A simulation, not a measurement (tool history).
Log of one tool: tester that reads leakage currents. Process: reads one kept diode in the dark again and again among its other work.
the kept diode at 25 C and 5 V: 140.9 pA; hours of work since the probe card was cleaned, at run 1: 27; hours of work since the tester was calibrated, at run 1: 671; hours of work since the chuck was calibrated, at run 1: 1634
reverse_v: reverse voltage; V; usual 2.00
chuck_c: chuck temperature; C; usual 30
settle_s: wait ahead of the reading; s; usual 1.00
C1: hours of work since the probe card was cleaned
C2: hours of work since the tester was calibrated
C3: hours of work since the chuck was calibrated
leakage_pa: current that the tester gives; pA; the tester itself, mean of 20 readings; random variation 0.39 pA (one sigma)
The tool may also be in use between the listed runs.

{"run": 1, "day": 0.0, "reverse_v": 2.0, "chuck_c": 30, "settle_s": 1.0, "C1": 27, "C2": 671, "C3": 1634, "leakage_pa": 139.57}
{"run": 2, "day": 1.933, "reverse_v": 2.0, "chuck_c": 30, "settle_s": 1.0, "C1": 50, "C2": 693, "C3": 1656, "leakage_pa": 139.85}
{"run": 3, "day": 3.779, "reverse_v": 2.0, "chuck_c": 30, "settle_s": 1.0, "C1": 71, "C2": 714, "C3": 1677, "leakage_pa": 140.42}
{"run": 4, "day": 5.921, "reverse_v": 2.0, "chuck_c": 30, "settle_s": 1.0, "C1": 95, "C2": 738, "C3": 1702, "leakage_pa": 140.84}
{"run": 5, "day": 8.817, "reverse_v": 2.0, "chuck_c": 30, "settle_s": 1.0, "C1": 128, "C2": 772, "C3": 1735, "leakage_pa": 141.13}
{"run": 6, "day": 10.833, "reverse_v": 2.0, "chuck_c": 30, "settle_s": 1.0, "C1": 152, "C2": 795, "C3": 1758, "leakage_pa": 141.03}
{"run": 7, "day": 12.342, "reverse_v": 17.13, "chuck_c": 30, "settle_s": 1.0, "C1": 169, "C2": 812, "C3": 1776, "leakage_pa": 448.53}
{"run": 8, "day": 14.904, "reverse_v": 2.0, "chuck_c": 46, "settle_s": 1.0, "C1": 198, "C2": 841, "C3": 1805, "leakage_pa": 438.68}
{"run": 9, "day": 16.267, "reverse_v": 2.0, "chuck_c": 21, "settle_s": 1.0, "C1": 214, "C2": 857, "C3": 1821, "leakage_pa": 70.99}
{"run": 10, "day": 19.367, "reverse_v": 1.55, "chuck_c": 21, "settle_s": 1.0, "C1": 249, "C2": 892, "C3": 1856, "leakage_pa": 62.15}
{"run": 11, "day": 22.071, "reverse_v": 1.55, "chuck_c": 21, "settle_s": 1.0, "C1": 280, "C2": 923, "C3": 1887, "leakage_pa": 62.64}
{"run": 12, "day": 24.708, "reverse_v": 1.55, "chuck_c": 21, "settle_s": 1.0, "C1": 310, "C2": 954, "C3": 1917, "leakage_pa": 62.8}
{"run": 13, "day": 26.746, "reverse_v": 1.55, "chuck_c": 21, "settle_s": 1.0, "C1": 334, "C2": 977, "C3": 1941, "leakage_pa": 62.73}
{"run": 14, "day": 28.504, "reverse_v": 2.0, "chuck_c": 30, "settle_s": 1.0, "C1": 354, "C2": 997, "C3": 1961, "leakage_pa": 141.82}
{"run": 15, "day": 31.483, "reverse_v": 4.25, "chuck_c": 40, "settle_s": 1.79, "C1": 388, "C2": 1031, "C3": 1995, "leakage_pa": 438.31}
{"run": 16, "day": 33.288, "reverse_v": 8.88, "chuck_c": 30, "settle_s": 1.6, "C1": 409, "C2": 1052, "C3": 2016, "leakage_pa": 318.82}
{"run": 17, "day": 36.183, "reverse_v": 2.07, "chuck_c": 43, "settle_s": 0.49, "C1": 442, "C2": 1085, "C3": 2049, "leakage_pa": 371.21}
{"run": 18, "day": 38.996, "reverse_v": 1.74, "chuck_c": 24, "settle_s": 2.16, "C1": 474, "C2": 1117, "C3": 2081, "leakage_pa": 85.04}
{"day": 40.629, "done": "chuck's temperature calibrated"}
{"run": 19, "day": 42.15, "reverse_v": 2.82, "chuck_c": 20, "settle_s": 1.0, "C1": 509, "C2": 1153, "C3": 17, "leakage_pa": 72.66}
{"run": 20, "day": 44.696, "reverse_v": 2.82, "chuck_c": 20, "settle_s": 1.0, "C1": 538, "C2": 1182, "C3": 47, "leakage_pa": 72.68}
{"run": 21, "day": 47.479, "reverse_v": 2.82, "chuck_c": 20, "settle_s": 1.0, "C1": 570, "C2": 1214, "C3": 78, "leakage_pa": 73.23}
{"run": 22, "day": 48.85, "reverse_v": 2.82, "chuck_c": 20, "settle_s": 1.0, "C1": 586, "C2": 1229, "C3": 94, "leakage_pa": 73.57}
{"run": 23, "day": 51.838, "reverse_v": 2.82, "chuck_c": 20, "settle_s": 1.0, "C1": 620, "C2": 1264, "C3": 128, "leakage_pa": 73.43}
{"run": 24, "day": 53.533, "reverse_v": 1.62, "chuck_c": 30, "settle_s": 1.0, "C1": 640, "C2": 1283, "C3": 148, "leakage_pa": 116.71}
{"run": 25, "day": 55.321, "reverse_v": 17.92, "chuck_c": 35, "settle_s": 3.16, "C1": 660, "C2": 1303, "C3": 168, "leakage_pa": 612.72}
{"run": 26, "day": 56.95, "reverse_v": 5.03, "chuck_c": 20, "settle_s": 0.42, "C1": 679, "C2": 1322, "C3": 187, "leakage_pa": 102.72}
{"run": 27, "day": 59.492, "reverse_v": 5.03, "chuck_c": 20, "settle_s": 0.42, "C1": 708, "C2": 1351, "C3": 216, "leakage_pa": 102.97}

Forecast each of these 3 alternatives for the next run:
{"run": "A", "day": 62.342, "reverse_v": 1.09, "chuck_c": 27, "settle_s": 0.32, "C1": 741, "C2": 1384, "C3": 249, "leakage_pa": "?"}
{"run": "B", "day": 62.342, "reverse_v": 5.03, "chuck_c": 20, "settle_s": 0.3, "C1": 741, "C2": 1384, "C3": 249, "leakage_pa": "?"}
{"run": "C", "day": 62.342, "reverse_v": 2.0, "chuck_c": 47, "settle_s": 1.0, "C1": 741, "C2": 1384, "C3": 249, "leakage_pa": "?"}

run=A leakage_pa=76.75
run=B leakage_pa=104.86
run=C leakage_pa=439.59
Without the tool's hidden state the same runs would have given:
run=A leakage_pa=74.06
run=B leakage_pa=99.82
run=C leakage_pa=426.83

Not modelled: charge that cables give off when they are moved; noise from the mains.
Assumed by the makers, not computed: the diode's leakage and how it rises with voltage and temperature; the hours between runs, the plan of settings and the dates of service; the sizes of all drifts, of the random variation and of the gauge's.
